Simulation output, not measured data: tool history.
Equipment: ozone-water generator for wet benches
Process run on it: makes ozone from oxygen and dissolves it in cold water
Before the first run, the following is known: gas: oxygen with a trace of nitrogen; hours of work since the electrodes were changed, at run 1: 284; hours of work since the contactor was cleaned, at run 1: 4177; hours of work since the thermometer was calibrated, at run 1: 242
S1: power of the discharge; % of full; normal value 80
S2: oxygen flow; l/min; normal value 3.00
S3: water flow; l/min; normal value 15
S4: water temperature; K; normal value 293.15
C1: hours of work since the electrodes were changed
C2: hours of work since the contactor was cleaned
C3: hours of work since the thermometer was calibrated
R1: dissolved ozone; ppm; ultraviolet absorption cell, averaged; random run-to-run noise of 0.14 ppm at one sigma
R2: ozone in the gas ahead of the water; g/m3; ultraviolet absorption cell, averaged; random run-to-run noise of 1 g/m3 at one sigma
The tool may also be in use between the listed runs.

| run | hour | S1 | S2 | S3 | S4 | C1 | C2 | C3 | R1 | R2 |
|---|---|---|---|---|---|---|---|---|---|---|
| 1 | 0.0 | 80 | 3.00 | 15 | 293.15 | 284 | 4177 | 242 | 16.1 | 172.0 |
| 2 | 28.4 | 80 | 3.00 | 15 | 293.15 | 312 | 4206 | 270 | 16.1 | 172.3 |
| 3 | 48.4 | 80 | 3.00 | 15 | 293.15 | 332 | 4226 | 290 | 16.1 | 174.1 |
| 4 | 79.8 | 80 | 3.00 | 18 | 293.15 | 363 | 4257 | 321 | 13.7 | 172.6 |
| 5 | 120.8 | 80 | 3.00 | 18 | 293.15 | 404 | 4298 | 362 | 13.6 | 172.6 |
| 6 | 146.5 | 80 | 3.00 | 18 | 293.15 | 430 | 4324 | 388 | 13.7 | 171.5 |
| 7 | 182.4 | 80 | 3.00 | 18 | 293.15 | 466 | 4359 | 424 | 13.9 | 172.7 |
| 8 | 223.7 | 95 | 3.00 | 15 | 293.15 | 507 | 4401 | 465 | 17.5 | 188.5 |
| 9 | 250.0 | 95 | 3.00 | 15 | 293.15 | 533 | 4427 | 491 | 17.5 | 186.6 |
| 10 | 290.7 | 95 | 3.00 | 15 | 293.15 | 574 | 4467 | 532 | 17.9 | 189.3 |
| 11 | 326.6 | 95 | 3.00 | 15 | 293.15 | 610 | 4503 | 568 | 17.5 | 190.1 |
| 12 | 357.2 | 80 | 3.00 | 15 | 293.15 | 640 | 4534 | 598 | 16.3 | 172.9 |
| 13 | 380.6 | 80 | 3.00 | 15 | 293.15 | 664 | 4557 | 622 | 15.9 | 171.1 |
| 14 | 399.5 | 80 | 3.00 | 15 | 293.15 | 683 | 4576 | 641 | 16.0 | 172.8 |
| 15 | 435.6 | 80 | 3.00 | 15 | 293.15 | 719 | 4612 | 677 | 16.0 | 172.2 |
| 16 | 465.1 | 80 | 2.25 | 15 | 293.15 | 748 | 4642 | 706 | 14.8 | 190.9 |
| 17 | 491.2 | 50 | 4.98 | 10 | 294.15 | 774 | 4668 | 732 | 17.4 | 111.0 |
| 18 | 511.5 | 50 | 4.98 | 10 | 294.15 | 794 | 4688 | 752 | 17.5 | 109.6 |
| 19 | 545.9 | 75 | 4.98 | 19 | 290.15 | 829 | 4722 | 787 | 14.3 | 135.8 |
| 20 | 581.6 | 75 | 4.39 | 19 | 290.15 | 864 | 4758 | 822 | 14.1 | 144.1 |
| 21 | 607.5 | 80 | 3.39 | 15 | 293.15 | 890 | 4784 | 848 | 16.6 | 164.8 |
| 22 | 629.4 | 77 | 3.39 | 21 | 293.15 | 912 | 4806 | 870 | 11.8 | 159.9 |
| 23 | 650.5 | 77 | 3.39 | 21 | 293.15 | 933 | 4827 | 891 | 12.2 | 162.3 |
| 24 | 681.0 | 77 | 3.39 | 21 | 293.15 | 964 | 4857 | 922 | 12.1 | 160.2 |
| 25 | 715.1 | 46 | 2.11 | 21 | 294.15 | 998 | 4891 | 956 | 7.8 | 146.3 |
| 26 | 750.0 | 46 | 2.11 | 14 | 298.15 | 1033 | 4926 | 991 | 11.1 | 145.8 |
| 27 | 771.8 | 46 | 2.11 | 14 | 298.15 | 1054 | 4948 | 1012 | 10.9 | 146.7 |
| 28 | 810.2 | 52 | 2.11 | 18 | 291.15 | 1093 | 4986 | 1051 | 10.0 | 156.4 |
| 29 | 832.0 | 72 | 3.00 | 15 | 293.15 | 1114 | 5008 | 1072 | 15.2 | 162.3 |
| 30 | 860.5 | 80 | 1.61 | 15 | 293.15 | 1143 | 5036 | 1101 | 13.3 | 219.1 |
| 31 | 896.3 | 80 | 1.61 | 15 | 293.15 | 1179 | 5072 | 1137 | 13.5 | 219.9 |
| 32 | 924.5 | 49 | 3.00 | 14 | 291.15 | 1207 | 5100 | 1165 | 13.6 | 132.2 |

Below are 3 alternative next runs, each starting from the tool's condition after run 32. Predict each:
| A | 960.8 | 80 | 3.70 | 15 | 293.15 | 1243 | 5137 | 1201 | ? | ? |
| B | 960.8 | 61 | 4.67 | 14 | 299.15 | 1243 | 5137 | 1201 | ? | ? |
| C | 960.8 | 82 | 3.19 | 19 | 293.15 | 1243 | 5137 | 1201 | ? | ? |

| run | R1 | R2 |
|---|---|---|
| A | 16.5 | 159.7 |
| B | 14.1 | 126.1 |
| C | 13.5 | 173.0 |
Had the tool no hidden state, the same runs would have come out as:
| run | R1 | R2 |
|---|---|---|
| A | 16.5 | 159.7 |
| B | 14.1 | 126.2 |
| C | 13.5 | 173.1 |
